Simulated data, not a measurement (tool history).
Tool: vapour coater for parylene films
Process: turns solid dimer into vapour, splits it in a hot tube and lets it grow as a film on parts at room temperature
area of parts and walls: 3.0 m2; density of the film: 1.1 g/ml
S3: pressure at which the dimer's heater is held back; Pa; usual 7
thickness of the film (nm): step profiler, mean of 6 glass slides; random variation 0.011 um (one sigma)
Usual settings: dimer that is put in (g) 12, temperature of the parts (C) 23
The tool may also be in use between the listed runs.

run 1 day=0 | dimer_that_is_put_in_(g)=12 temperature_of_the_parts_(C)=23 S3=7 | thickness_of_the_film_(nm)=2050
run 2 day=0.825 | dimer_that_is_put_in_(g)=13 temperature_of_the_parts_(C)=23 S3=7 | thickness_of_the_film_(nm)=2220
run 3 day=1.271 | dimer_that_is_put_in_(g)=13 temperature_of_the_parts_(C)=23 S3=7 | thickness_of_the_film_(nm)=2210
run 4 day=2.262 | dimer_that_is_put_in_(g)=13 temperature_of_the_parts_(C)=23 S3=7 | thickness_of_the_film_(nm)=2220
run 5 day=3.217 | dimer_that_is_put_in_(g)=12 temperature_of_the_parts_(C)=23 S3=7 | thickness_of_the_film_(nm)=2020
run 6 day=4.004 | dimer_that_is_put_in_(g)=12 temperature_of_the_parts_(C)=23 S3=7 | thickness_of_the_film_(nm)=2060
run 7 day=4.671 | dimer_that_is_put_in_(g)=12 temperature_of_the_parts_(C)=23 S3=7 | thickness_of_the_film_(nm)=2050
run 8 day=5.367 | dimer_that_is_put_in_(g)=6 temperature_of_the_parts_(C)=23 S3=7 | thickness_of_the_film_(nm)=1030
run 9 day=6.133 | dimer_that_is_put_in_(g)=6 temperature_of_the_parts_(C)=23 S3=7 | thickness_of_the_film_(nm)=1010
run 10 day=7.033 | dimer_that_is_put_in_(g)=6 temperature_of_the_parts_(C)=23 S3=7 | thickness_of_the_film_(nm)=1010
run 11 day=7.625 | dimer_that_is_put_in_(g)=7 temperature_of_the_parts_(C)=23 S3=7 | thickness_of_the_film_(nm)=1180
run 12 day=8.675 | dimer_that_is_put_in_(g)=7 temperature_of_the_parts_(C)=23 S3=7 | thickness_of_the_film_(nm)=1180
run 13 day=9.229 | dimer_that_is_put_in_(g)=7 temperature_of_the_parts_(C)=23 S3=7 | thickness_of_the_film_(nm)=1170
run 14 day=10.112 | dimer_that_is_put_in_(g)=7 temperature_of_the_parts_(C)=23 S3=7 | thickness_of_the_film_(nm)=1160
run 15 day=10.954 | dimer_that_is_put_in_(g)=7 temperature_of_the_parts_(C)=23 S3=7 | thickness_of_the_film_(nm)=1180
run 16 day=12.017 | dimer_that_is_put_in_(g)=7 temperature_of_the_parts_(C)=23 S3=7 | thickness_of_the_film_(nm)=1170
run 17 day=12.6 | dimer_that_is_put_in_(g)=7 temperature_of_the_parts_(C)=23 S3=7 | thickness_of_the_film_(nm)=1180
run 18 day=13.508 | dimer_that_is_put_in_(g)=12 temperature_of_the_parts_(C)=23 S3=7 | thickness_of_the_film_(nm)=2020
run 19 day=14.438 | dimer_that_is_put_in_(g)=9 temperature_of_the_parts_(C)=16 S3=7 | thickness_of_the_film_(nm)=1710
run 20 day=14.917 | dimer_that_is_put_in_(g)=21 temperature_of_the_parts_(C)=28 S3=2.37 | thickness_of_the_film_(nm)=4010
run 21 day=15.95 | dimer_that_is_put_in_(g)=18 temperature_of_the_parts_(C)=33 S3=3.34 | thickness_of_the_film_(nm)=2870
-- day=16.842 trap's valve overhauled
run 22 day=16.904 | dimer_that_is_put_in_(g)=18 temperature_of_the_parts_(C)=27 S3=7.11 | thickness_of_the_film_(nm)=2780
-- day=17.725 gauge calibrated
run 23 day=17.967 | dimer_that_is_put_in_(g)=6 temperature_of_the_parts_(C)=23 S3=7 | thickness_of_the_film_(nm)=1030
run 24 day=18.542 | dimer_that_is_put_in_(g)=12 temperature_of_the_parts_(C)=23 S3=3.16 | thickness_of_the_film_(nm)=2440
run 25 day=19.204 | dimer_that_is_put_in_(g)=12 temperature_of_the_parts_(C)=29 S3=2.52 | thickness_of_the_film_(nm)=2260
run 26 day=19.654 | dimer_that_is_put_in_(g)=11 temperature_of_the_parts_(C)=29 S3=2.52 | thickness_of_the_film_(nm)=2090
run 27 day=20.35 | dimer_that_is_put_in_(g)=8 temperature_of_the_parts_(C)=23 S3=11.89 | thickness_of_the_film_(nm)=1210
run 28 day=21.05 | dimer_that_is_put_in_(g)=5 temperature_of_the_parts_(C)=20 S3=2.37 | thickness_of_the_film_(nm)=1120
run 29 day=21.8 | dimer_that_is_put_in_(g)=14 temperature_of_the_parts_(C)=23 S3=7 | thickness_of_the_film_(nm)=2380
run 30 day=22.896 | dimer_that_is_put_in_(g)=12 temperature_of_the_parts_(C)=24 S3=5.37 | thickness_of_the_film_(nm)=2110
run 31 day=23.733 | dimer_that_is_put_in_(g)=12 temperature_of_the_parts_(C)=24 S3=5.37 | thickness_of_the_film_(nm)=2110
run 32 day=24.825 | dimer_that_is_put_in_(g)=12 temperature_of_the_parts_(C)=24 S3=5.37 | thickness_of_the_film_(nm)=2090
run 33 day=25.483 | dimer_that_is_put_in_(g)=12 temperature_of_the_parts_(C)=24 S3=5.37 | thickness_of_the_film_(nm)=2100
run 34 day=25.95 | dimer_that_is_put_in_(g)=12 temperature_of_the_parts_(C)=23 S3=6.15 | thickness_of_the_film_(nm)=2080
run 35 day=27.033 | dimer_that_is_put_in_(g)=12 temperature_of_the_parts_(C)=23 S3=6.15 | thickness_of_the_film_(nm)=2080
run 36 day=27.546 | dimer_that_is_put_in_(g)=12 temperature_of_the_parts_(C)=23 S3=6.15 | thickness_of_the_film_(nm)=2080

Some steps in thickness of the film (nm) between neighbouring runs. How much of each would the tool show without its hidden state too (settings, what came in, random variation), and how much is left for the hidden state, with any gauge scatter that isn't in both results?
The hidden state here: vapour lost through the trap's worn valve, %; true temperature of the parts over the reading, C; drift of the gauge itself on film_um, %.
Run 17 -> 18: dimer that is put in (g) 7 -> 12. thickness of the film (nm) +840: hidden state -20, all else +860.
Run 19 -> 20: dimer that is put in (g) 9 -> 21, temperature of the parts (C) 16 -> 28, S3 7 -> 2.37. thickness of the film (nm) +2300: hidden state -60, all else +2360.
Run 22 -> 23: dimer that is put in (g) 18 -> 6, temperature of the parts (C) 27 -> 23, S3 7.11 -> 7, gauge calibrated. thickness of the film (nm) -1750: hidden state +70, all else -1820.
Run 23 -> 24: dimer that is put in (g) 6 -> 12, S3 7 -> 3.16. thickness of the film (nm) +1410: hidden state -10, all else +1420.
